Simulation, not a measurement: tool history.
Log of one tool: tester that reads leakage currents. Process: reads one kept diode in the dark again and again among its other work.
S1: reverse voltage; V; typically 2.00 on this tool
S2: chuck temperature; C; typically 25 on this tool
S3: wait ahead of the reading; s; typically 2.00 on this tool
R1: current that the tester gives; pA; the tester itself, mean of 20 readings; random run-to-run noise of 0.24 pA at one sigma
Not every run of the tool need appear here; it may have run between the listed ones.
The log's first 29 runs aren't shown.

| run | day | S1 | S2 | S3 | R1 |
|---|---|---|---|---|---|
|  | 64.808 | chuck's temperature calibrated |
| 30 | 66.383 | 2.28 | 30 | 2.29 | 129.47 |
| 31 | 69.079 | 1.73 | 31 | 1.37 | 125.72 |
| 32 | 71.050 | 2.86 | 36 | 0.85 | 241.48 |
| 33 | 72.767 | 7.45 | 31 | 0.64 | 233.78 |
| 34 | 75.362 | 2.00 | 28 | 0.71 | 102.12 |
| 35 | 78.392 | 2.00 | 28 | 0.71 | 102.11 |
| 36 | 80.417 | 2.00 | 28 | 0.71 | 101.41 |
| 37 | 82.567 | 2.00 | 28 | 0.71 | 102.76 |
| 38 | 84.867 | 2.00 | 28 | 2.29 | 101.97 |
| 39 | 87.492 | 2.00 | 28 | 2.29 | 101.78 |

4 ways to go on from here, each from the tool as it stands after run 39. What would each give?
| A | 89.908 | 2.00 | 23 | 2.00 | ? |
| B | 89.908 | 9.25 | 25 | 2.00 | ? |
| C | 89.908 | 1.42 | 25 | 2.29 | ? |
| D | 89.908 | 2.00 | 47 | 0.38 | ? |

| run | R1 |
|---|---|
| A | 64.35 |
| B | 147.50 |
| C | 66.68 |
| D | 519.03 |
With the hidden condition removed and each run's random variation left untouched, the same runs would have given:
| run | R1 |
|---|---|
| A | 64.30 |
| B | 147.24 |
| C | 66.66 |
| D | 519.17 |
